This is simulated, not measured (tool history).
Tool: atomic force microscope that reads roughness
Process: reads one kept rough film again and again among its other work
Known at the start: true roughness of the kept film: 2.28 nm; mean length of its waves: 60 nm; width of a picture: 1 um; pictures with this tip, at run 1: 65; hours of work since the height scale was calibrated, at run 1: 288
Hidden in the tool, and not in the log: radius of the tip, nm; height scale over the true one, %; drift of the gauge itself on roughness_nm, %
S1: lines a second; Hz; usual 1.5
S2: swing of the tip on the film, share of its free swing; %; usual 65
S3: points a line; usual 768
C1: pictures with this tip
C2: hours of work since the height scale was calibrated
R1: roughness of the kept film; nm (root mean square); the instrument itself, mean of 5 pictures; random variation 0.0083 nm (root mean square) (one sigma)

Run 1, hour 0: usual settings; C1 65; C2 288. Result: R1 2.022 nm (root mean square).
At hour 11: new tip fitted.
Run 2, hour 24.6: usual settings but S3 342; C1 18; C2 301. Result: R1 2.073 nm (root mean square).
Run 3, hour 36.1: usual settings but S1 2.34 Hz; C1 33; C2 307. Result: R1 1.986 nm (root mean square).
Run 4, hour 55.2: usual settings but S1 2.34 Hz; C1 58; C2 317. Result: R1 1.951 nm (root mean square).
At hour 71.7: new tip fitted.
Run 5, hour 72.5: usual settings but S1 2.34 Hz; C1 1; C2 326. Result: R1 2.029 nm (root mean square).
Run 6, hour 93: usual settings but S1 2.34 Hz; C1 29; C2 337. Result: R1 1.988 nm (root mean square).
Run 7, hour 108.4: usual settings but S1 2.34 Hz, S2 78 %; C1 49; C2 346. Result: R1 1.789 nm (root mean square).
At hour 110.8: height scale calibrated on a step standard.
Run 8, hour 127.4: usual settings but S1 2.34 Hz, S2 78 %; C1 73; C2 9. Result: R1 1.746 nm (root mean square).
At hour 131.7: new tip fitted.
Run 9, hour 144.5: usual settings but S1 2.34 Hz, S2 78 %; C1 17; C2 18. Result: R1 1.804 nm (root mean square).
At hour 158.3: height scale calibrated on a step standard, once more.
Run 10, hour 166.4: usual settings but S1 2.34 Hz, S2 78 %; C1 44; C2 4. Result: R1 1.79 nm (root mean square).
Run 11, hour 190.1: usual settings but S1 2.34 Hz, S2 78 %; C1 76; C2 17. Result: R1 1.765 nm (root mean square).
At hour 192: new tip fitted.
Run 12, hour 210.4: usual settings but S1 2.34 Hz, S2 78 %; C1 25; C2 28. Result: R1 1.822 nm (root mean square).
Run 13, hour 231.9: usual settings but S1 2.34 Hz, S2 78 %; C1 53; C2 39. Result: R1 1.799 nm (root mean square).
Run 14, hour 244.4: usual settings but S1 0.62 Hz, S2 64 %; C1 70; C2 46. Result: R1 2.083 nm (root mean square).
At hour 251.4: new tip fitted.
Run 15, hour 266.8: usual settings but S1 0.62 Hz, S2 64 %; C1 21; C2 57. Result: R1 2.179 nm (root mean square).
Run 16, hour 294.1: usual settings but S1 1.32 Hz, S2 62 %, S3 263; C1 57; C2 72. Result: R1 2.047 nm (root mean square).

Hidden state at the last listed run before each entry between runs and at the first one after, where it differs:
Between runs 1 and 2: new tip fitted (hour 11)
  radius of the tip, nm: 20.1 -> 10.5; height scale over the true one, %: -0.51 -> -0.53
  measured less the result without the state, R1: -0.086 -> -0.039 nm (root mean square)
Between runs 4 and 5: new tip fitted (hour 71.7)
  radius of the tip, nm: 20.9 -> 5.3; height scale over the true one, %: -0.56 -> -0.57
  measured less the result without the state, R1: -0.088 -> -0.013 nm (root mean square)
Between runs 7 and 8: height scale calibrated on a step standard (hour 110.8)
  radius of the tip, nm: 17.5 -> 23.7; height scale over the true one, %: -0.6 -> -0.91
  measured less the result without the state, R1: -0.066 -> -0.097 nm (root mean square)
Between runs 8 and 9: new tip fitted (hour 131.7)
  radius of the tip, nm: 23.7 -> 9.6; height scale over the true one, %: -0.91 -> -0.92
  measured less the result without the state, R1: -0.097 -> -0.037 nm (root mean square)
Between runs 9 and 10: height scale calibrated on a step standard, once more (hour 158.3)
  radius of the tip, nm: 9.6 -> 16.5; height scale over the true one, %: -0.92 -> 0.04
  measured less the result without the state, R1: -0.037 -> -0.051 nm (root mean square)
Between runs 11 and 12: new tip fitted (hour 192)
  radius of the tip, nm: 25 -> 11.5; height scale over the true one, %: 0.02 -> 0
  measured less the result without the state, R1: -0.087 -> -0.029 nm (root mean square)
Between runs 14 and 15: new tip fitted (hour 251.4)
  radius of the tip, nm: 23 -> 11.1; height scale over the true one, %: -0.03 -> -0.05
  measured less the result without the state, R1: -0.094 -> -0.034 nm (root mean square)
